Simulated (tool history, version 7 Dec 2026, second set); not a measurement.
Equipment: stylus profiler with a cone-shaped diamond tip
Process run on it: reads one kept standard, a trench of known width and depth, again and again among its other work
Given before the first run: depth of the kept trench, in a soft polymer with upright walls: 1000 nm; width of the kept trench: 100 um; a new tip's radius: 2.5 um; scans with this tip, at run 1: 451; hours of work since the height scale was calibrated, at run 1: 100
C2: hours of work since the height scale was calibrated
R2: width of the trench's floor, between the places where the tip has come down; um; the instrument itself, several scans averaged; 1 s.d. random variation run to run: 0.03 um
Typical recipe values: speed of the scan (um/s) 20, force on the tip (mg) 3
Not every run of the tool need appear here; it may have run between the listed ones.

Run 1, day 0: usual settings; scans with this tip 451; C2 100. Result: depth of the trench (nm) 1009.42, R2 95.76 um.
Run 2, day 2.442: usual settings; scans with this tip 643; C2 143. Result: depth of the trench (nm) 1009.68, R2 95.77 um.
Run 3, day 4.354: usual settings; scans with this tip 793; C2 176. Result: depth of the trench (nm) 1010.28, R2 95.7 um.
Run 4, day 6.15: usual settings; scans with this tip 935; C2 207. Result: depth of the trench (nm) 1010.53, R2 95.69 um.
Run 5, day 8.538: usual settings; scans with this tip 1123; C2 249. Result: depth of the trench (nm) 1010.5, R2 95.65 um.
Run 6, day 11.846: usual settings but force on the tip (mg) 1.09; scans with this tip 1383; C2 307. Result: depth of the trench (nm) 1005.77, R2 95.6 um.
Run 7, day 14.938: usual settings but force on the tip (mg) 2.89; scans with this tip 1627; C2 361. Result: depth of the trench (nm) 1010.85, R2 95.54 um.
Run 8, day 18.112: usual settings but force on the tip (mg) 2.89; scans with this tip 1877; C2 417. Result: depth of the trench (nm) 1010.66, R2 95.52 um.
Run 9, day 21.658: usual settings but speed of the scan (um/s) 10, force on the tip (mg) 2.89; scans with this tip 2156; C2 479. Result: depth of the trench (nm) 1011.24, R2 95.5 um.
Run 10, day 25.662: usual settings but speed of the scan (um/s) 10, force on the tip (mg) 2.89; scans with this tip 2471; C2 549. Result: depth of the trench (nm) 1011.41, R2 95.44 um.
Run 11, day 28.504: usual settings; scans with this tip 2695; C2 598. Result: depth of the trench (nm) 1011.87, R2 95.38 um.
Run 12, day 31.15: usual settings; scans with this tip 2903; C2 645. Result: depth of the trench (nm) 1012.17, R2 95.31 um.
Run 13, day 34.488: usual settings; scans with this tip 3166; C2 703. Result: depth of the trench (nm) 1012.34, R2 95.25 um.
Run 14, day 38.362: usual settings; scans with this tip 3471; C2 771. Result: depth of the trench (nm) 1012.35, R2 95.2 um.
Run 15, day 42.121: usual settings; scans with this tip 3766; C2 836. Result: depth of the trench (nm) 1013.21, R2 95.16 um.
At day 42.458: height scale calibrated on a step standard.
Run 16, day 45.321: usual settings; scans with this tip 4017; C2 50. Result: depth of the trench (nm) 1015.72, R2 95.11 um.
Run 17, day 47.288: usual settings but speed of the scan (um/s) 44, force on the tip (mg) 1.42; scans with this tip 4172; C2 84. Result: depth of the trench (nm) 1012.21, R2 94.89 um.
Run 18, day 49.767: usual settings but speed of the scan (um/s) 16, force on the tip (mg) 1.42; scans with this tip 4367; C2 128. Result: depth of the trench (nm) 1012.59, R2 95.04 um.
Run 19, day 53.067: usual settings but speed of the scan (um/s) 14, force on the tip (mg) 1.19; scans with this tip 4627; C2 185. Result: depth of the trench (nm) 1012.02, R2 94.97 um.
Run 20, day 55.133: usual settings but speed of the scan (um/s) 23; scans with this tip 4789; C2 222. Result: depth of the trench (nm) 1016.62, R2 94.98 um.
Run 21, day 58.242: usual settings but speed of the scan (um/s) 16, force on the tip (mg) 4.68; scans with this tip 5034; C2 276. Result: depth of the trench (nm) 1020.14, R2 94.94 um.
Run 22, day 60.8: usual settings but force on the tip (mg) 4.68; scans with this tip 5235; C2 321. Result: depth of the trench (nm) 1020.29, R2 94.87 um.
Run 23, day 62.558: usual settings but speed of the scan (um/s) 11, force on the tip (mg) 5.95; scans with this tip 5374; C2 351. Result: depth of the trench (nm) 1022.39, R2 94.93 um.
At day 66.458: height scale calibrated on a step standard, once more.
Run 24, day 66.554: usual settings but speed of the scan (um/s) 11, force on the tip (mg) 5.95; scans with this tip 5687; C2 2. Result: depth of the trench (nm) 1014.12, R2 94.85 um.
Run 25, day 69.238: usual settings but speed of the scan (um/s) 9, force on the tip (mg) 4.48; scans with this tip 5898; C2 49. Result: depth of the trench (nm) 1011.98, R2 94.87 um.
Run 26, day 72.575: usual settings but speed of the scan (um/s) 9, force on the tip (mg) 4.48; scans with this tip 6160; C2 107. Result: depth of the trench (nm) 1012.4, R2 94.8 um.

Run 27 is up next; what results do you expect?
Run 27, day 74.917: usual settings but speed of the scan (um/s) 10, force on the tip (mg) 2.46; scans with this tip 6345; C2 148. Result: depth of the trench (nm) ?, R2 ?.

{"run 27": {"depth of the trench (nm)": 1008.13, "R2": 94.8}}
The same run, on a tool lacking any hidden state, would have yielded depth of the trench (nm) 1007.62, R2 95.99 um.
